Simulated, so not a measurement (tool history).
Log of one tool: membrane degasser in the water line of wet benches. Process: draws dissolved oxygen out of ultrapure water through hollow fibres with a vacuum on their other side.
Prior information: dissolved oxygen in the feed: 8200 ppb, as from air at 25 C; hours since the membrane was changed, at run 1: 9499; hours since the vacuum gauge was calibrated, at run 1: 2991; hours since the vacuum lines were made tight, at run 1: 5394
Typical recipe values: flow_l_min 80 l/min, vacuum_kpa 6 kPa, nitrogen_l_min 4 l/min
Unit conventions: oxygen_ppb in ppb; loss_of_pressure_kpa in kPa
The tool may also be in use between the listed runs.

run,hour,flow_l_min,vacuum_kpa,nitrogen_l_min,hours since the membrane was changed,hours since the vacuum gauge was calibrated,hours since the vacuum lines were made tight,oxygen_ppb,loss_of_pressure_kpa
1,0,80,6,4,9499,2991,5394,166.5,29.96
2,234.4,80,6,4,9734,3225,5628,167.7,30.3
# hour 358.5: vacuum gauge calibrated
3,358.5,80,6,4,9857,0,5752,169.6,30.23
4,552.3,80,6,4,10051,194,5946,167.3,30.08
5,792.3,60,6,4,10291,434,6186,121.6,22.42
6,1043.5,60,6,4,10542,685,6437,120.6,22.57
7,1273.4,60,6,4,10772,915,6667,121.3,22.56
8,1450.6,60,6,4,10949,1092,6844,123.6,22.83
9,1669.6,75,6,4,11168,1311,7063,153.1,28.29
# hour 1687.7: seals of the vacuum lines changed
10,1813.9,75,6,4,11311,1453,126,155.7,28.49
11,2027.3,75,6,4,11524,1667,340,153.8,28.36
12,2227.9,75,6,4,11725,1867,540,157.3,28.34
13,2363.8,75,6,4,11860,2003,676,154.5,28.25
14,2586.8,75,6,4,12083,2226,899,155.2,27.96
15,2736.2,80,9.7,4,12233,2376,1049,324.9,30.45
16,2866.8,78,6,4,12363,2506,1179,163.2,29.45
17,2981.4,78,6,4,12478,2621,1294,162.2,29.37
18,3094.5,80,6.44,4,12591,2734,1407,187.7,30.03
19,3221.4,80,6.44,4,12718,2861,1534,188.8,30.2
20,3438.3,84,10.94,4,12935,3078,1751,392.5,31.59
21,3598,100,4.87,6.39,13095,3238,1910,125.6,37.15
# hour 3720.7: vacuum gauge calibrated
22,3775.1,68,4.92,5.28,13271,54,2087,84.4,25.78
23,3985.6,68,4.92,5.28,13482,265,2297,85.5,25.44
24,4124,121,8.15,11.04,13620,403,2436,211.6,45.72
25,4240.5,121,8.15,11.04,13737,520,2552,215.2,44.85
26,4378.3,97,12.16,2.68,13875,658,2690,669,36.42
27,4561.8,99,7.15,2.6,14058,841,2874,359.8,36.82
28,4769.1,99,7.15,2.6,14265,1048,3081,359.7,37.27
29,4987.7,94,12.97,6.62,14484,1267,3299,363.7,34.81
30,5169.6,94,12.97,6.62,14666,1449,3481,370.1,35.63
31,5370.2,94,12.97,6.62,14866,1650,3682,367.3,35.63
32,5586.3,87,6,2.45,15082,1866,3898,250.5,32.68
33,5705.5,87,6,2.45,15202,1985,4017,250.5,32.57

Forecast each of these 3 alternatives for the next run:
A,5903.9,127,6,2.86,15400,2183,4216,?,?
B,5903.9,80,10.59,7.82,15400,2183,4216,?,?
C,5903.9,110,12.97,2.19,15400,2183,4216,?,?

run,oxygen_ppb,loss_of_pressure_kpa
A,337.6,47.78
B,218.1,30.17
C,913.8,41.14
With no hidden state in the tool, these same runs would have given:
run,oxygen_ppb,loss_of_pressure_kpa
A,336.9,47.72
B,217.8,30.13
C,913.3,41.08
